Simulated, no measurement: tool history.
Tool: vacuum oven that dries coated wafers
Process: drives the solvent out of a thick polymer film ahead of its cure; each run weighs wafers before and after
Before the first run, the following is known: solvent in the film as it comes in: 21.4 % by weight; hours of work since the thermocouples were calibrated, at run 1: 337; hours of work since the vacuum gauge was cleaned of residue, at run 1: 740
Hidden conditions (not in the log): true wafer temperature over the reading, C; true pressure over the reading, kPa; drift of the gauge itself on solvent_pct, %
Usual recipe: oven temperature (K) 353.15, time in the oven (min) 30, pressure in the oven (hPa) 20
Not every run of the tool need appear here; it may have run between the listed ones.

run,hour,oven temperature (K),time in the oven (min),pressure in the oven (hPa),hours of work since the thermocouples were calibrated,hours of work since the vacuum gauge was cleaned of residue,solvent left in the film (%)
1,0,353.15,30,20,337,740,4.96
2,29.8,353.15,30,20,354,757,5
3,61.9,353.15,18,20,373,776,7.84
4,103.5,353.15,18,20,397,800,7.87
5,126,345.15,18,20,410,814,11.31
6,155.1,354.15,30,20,427,830,4.43
7,194.5,354.15,30,20,450,853,4.53
8,232.2,354.15,30,20,472,875,4.49
9,257,354.15,30,20,487,890,4.34
10,291.5,354.15,30,20,507,910,4.47
11,321.7,348.15,30,20,524,928,7.16
12,339.8,348.15,30,20,535,938,7.05
13,381,348.15,30,20,559,962,7.01
14,403.9,348.15,30,20,572,975,7.12
15,424.6,353.15,30,17.6,584,988,4.71
16,463.7,353.15,30,17.6,607,1010,4.62
17,500.8,353.15,30,17.6,629,1032,4.65
18,535.9,363.15,30,20,649,1052,1.76
# hour 544.4: oven's thermocouples calibrated
19,569.6,363.15,30,20,15,1071,1.97
20,609,363.15,30,20,38,1094,1.95
21,631.8,363.15,30,20,51,1107,1.86
22,648.9,363.15,30,20,61,1117,1.91
23,686.3,342.15,42,47.2,83,1139,10.18

The next listed run, before its measurement:
24,717.3,353.15,44,20,101,1157,?

{"run 24": {"solvent left in the film (%)": 3.34}}
Had the tool carried no hidden state, the very same run would have given solvent left in the film (%) 3.15.
